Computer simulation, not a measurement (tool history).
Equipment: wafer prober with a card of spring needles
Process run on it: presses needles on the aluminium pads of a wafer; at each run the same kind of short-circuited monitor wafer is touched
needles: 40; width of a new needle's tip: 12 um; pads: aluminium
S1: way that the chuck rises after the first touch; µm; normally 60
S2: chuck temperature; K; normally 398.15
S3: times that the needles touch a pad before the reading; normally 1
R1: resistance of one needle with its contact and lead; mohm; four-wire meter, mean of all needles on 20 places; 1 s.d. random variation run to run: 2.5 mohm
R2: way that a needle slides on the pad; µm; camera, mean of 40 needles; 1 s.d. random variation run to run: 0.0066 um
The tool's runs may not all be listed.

{"run": 1, "hour": 0.0, "S1": 60, "S2": 398.15, "S3": 1, "R1": 297, "R2": 8.9}
{"run": 2, "hour": 9.6, "S1": 60, "S2": 398.15, "S3": 1, "R1": 307, "R2": 8.912}
{"hour": 12.3, "done": "tips cleaned on abrasive film"}
{"run": 3, "hour": 19.5, "S1": 60, "S2": 398.15, "S3": 2, "R1": 295, "R2": 8.9}
{"hour": 30.5, "done": "tips cleaned on abrasive film"}
{"run": 4, "hour": 31.7, "S1": 60, "S2": 398.15, "S3": 1, "R1": 294, "R2": 8.877}
{"run": 5, "hour": 39.6, "S1": 60, "S2": 398.15, "S3": 1, "R1": 302, "R2": 8.877}
{"run": 6, "hour": 47.6, "S1": 60, "S2": 301.15, "S3": 1, "R1": 285, "R2": 8.876}
{"hour": 48.6, "done": "tips cleaned on abrasive film"}
{"run": 7, "hour": 61.7, "S1": 60, "S2": 301.15, "S3": 1, "R1": 279, "R2": 8.867}
{"hour": 67.6, "done": "tips cleaned on abrasive film"}
{"run": 8, "hour": 74.7, "S1": 60, "S2": 301.15, "S3": 1, "R1": 275, "R2": 8.86}
{"hour": 86.3, "done": "tips cleaned on abrasive film"}
{"run": 9, "hour": 87.0, "S1": 63, "S2": 301.15, "S3": 1, "R1": 264, "R2": 9.31}
{"run": 10, "hour": 100.3, "S1": 63, "S2": 301.15, "S3": 1, "R1": 281, "R2": 9.289}
{"hour": 104.9, "done": "tips cleaned on abrasive film"}
{"run": 11, "hour": 113.5, "S1": 63, "S2": 301.15, "S3": 1, "R1": 273, "R2": 9.285}
{"hour": 124.1, "done": "tips cleaned on abrasive film"}
{"run": 12, "hour": 126.7, "S1": 60, "S2": 398.15, "S3": 1, "R1": 297, "R2": 8.832}
{"run": 13, "hour": 139.7, "S1": 60, "S2": 398.15, "S3": 1, "R1": 312, "R2": 8.837}
{"hour": 142.3, "done": "tips cleaned on abrasive film"}
{"run": 14, "hour": 148.4, "S1": 60, "S2": 398.15, "S3": 1, "R1": 305, "R2": 8.809}
{"hour": 160.4, "done": "tips cleaned on abrasive film"}
{"run": 15, "hour": 163.1, "S1": 60, "S2": 398.15, "S3": 1, "R1": 296, "R2": 8.812}
{"hour": 171.7, "done": "height of the first contact set anew"}
{"run": 16, "hour": 172.7, "S1": 60, "S2": 398.15, "S3": 1, "R1": 302, "R2": 8.972}
{"hour": 178.7, "done": "tips cleaned on abrasive film"}
{"run": 17, "hour": 184.0, "S1": 60, "S2": 398.15, "S3": 1, "R1": 299, "R2": 8.97}
{"run": 18, "hour": 194.7, "S1": 60, "S2": 398.15, "S3": 1, "R1": 311, "R2": 8.965}
{"hour": 197.4, "done": "tips cleaned on abrasive film"}
{"run": 19, "hour": 205.3, "S1": 60, "S2": 398.15, "S3": 1, "R1": 303, "R2": 8.941}
{"run": 20, "hour": 212.6, "S1": 49, "S2": 381.15, "S3": 1, "R1": 318, "R2": 7.292}
{"hour": 216.3, "done": "tips cleaned on abrasive film"}
{"run": 21, "hour": 228.7, "S1": 49, "S2": 376.15, "S3": 3, "R1": 298, "R2": 7.288}
{"hour": 234.8, "done": "tips cleaned on abrasive film"}
{"run": 22, "hour": 244.1, "S1": 49, "S2": 376.15, "S3": 3, "R1": 298, "R2": 7.271}
{"run": 23, "hour": 252.4, "S1": 60, "S2": 322.15, "S3": 2, "R1": 278, "R2": 8.925}
{"hour": 253.3, "done": "tips cleaned on abrasive film"}
{"run": 24, "hour": 266.7, "S1": 60, "S2": 322.15, "S3": 2, "R1": 276, "R2": 8.911}
{"hour": 271.8, "done": "tips cleaned on abrasive film"}
{"run": 25, "hour": 273.9, "S1": 56, "S2": 311.15, "S3": 2, "R1": 269, "R2": 8.308}
{"run": 26, "hour": 289.4, "S1": 46, "S2": 338.15, "S3": 2, "R1": 303, "R2": 6.817}
{"hour": 290.5, "done": "tips cleaned on abrasive film"}
{"run": 27, "hour": 304.4, "S1": 46, "S2": 338.15, "S3": 2, "R1": 295, "R2": 6.793}
{"hour": 309.5, "done": "tips cleaned on abrasive film"}
{"run": 28, "hour": 313.3, "S1": 72, "S2": 332.15, "S3": 1, "R1": 274, "R2": 10.666}
{"run": 29, "hour": 327.1, "S1": 72, "S2": 332.15, "S3": 1, "R1": 282, "R2": 10.66}
{"hour": 328.0, "done": "tips cleaned on abrasive film"}
{"run": 30, "hour": 334.8, "S1": 72, "S2": 371.15, "S3": 2, "R1": 281, "R2": 10.668}
{"hour": 346.7, "done": "tips cleaned on abrasive film"}
{"run": 31, "hour": 350.3, "S1": 79, "S2": 317.15, "S3": 2, "R1": 257, "R2": 11.701}
{"run": 32, "hour": 363.7, "S1": 79, "S2": 317.15, "S3": 2, "R1": 268, "R2": 11.705}
{"hour": 364.6, "done": "tips cleaned on abrasive film"}
{"run": 33, "hour": 371.0, "S1": 41, "S2": 339.15, "S3": 1, "R1": 309, "R2": 5.997}
{"hour": 382.8, "done": "tips cleaned on abrasive film"}
{"run": 34, "hour": 386.3, "S1": 55, "S2": 319.15, "S3": 2, "R1": 276, "R2": 8.082}
{"run": 35, "hour": 400.3, "S1": 55, "S2": 319.15, "S3": 2, "R1": 284, "R2": 8.091}

Each run again, without the hidden state but with its own random variation kept:
The hidden state here: debris on the tips, nm; way that the needles fall short of the set height, um; tips' diameter, um; drift of the gauge itself on contact_mohm, %; drift of the gauge itself on scrub_um, %.
run=1 R1=285 R2=8.966
run=2 R1=286 R2=8.979
run=3 R1=286 R2=8.977
run=4 R1=288 R2=8.965
run=5 R1=286 R2=8.965
run=6 R1=258 R2=8.964
run=7 R1=256 R2=8.966
run=8 R1=259 R2=8.968
run=9 R1=259 R2=9.428
run=10 R1=259 R2=9.407
run=11 R1=256 R2=9.415
run=12 R1=289 R2=8.973
run=13 R1=289 R2=8.978
run=14 R1=291 R2=8.961
run=15 R1=287 R2=8.973
run=16 R1=283 R2=8.972
run=17 R1=287 R2=8.98
run=18 R1=289 R2=8.975
run=19 R1=288 R2=8.964
run=20 R1=287 R2=7.316
run=21 R1=287 R2=7.324
run=22 R1=288 R2=7.316
run=23 R1=261 R2=8.97
run=24 R1=262 R2=8.966
run=25 R1=263 R2=8.376
run=26 R1=277 R2=6.885
run=27 R1=272 R2=6.873
run=28 R1=266 R2=10.757
run=29 R1=262 R2=10.75
run=30 R1=274 R2=10.769
run=31 R1=253 R2=11.812
run=32 R1=257 R2=11.816
run=33 R1=278 R2=6.12
run=34 R1=268 R2=8.217
run=35 R1=263 R2=8.226
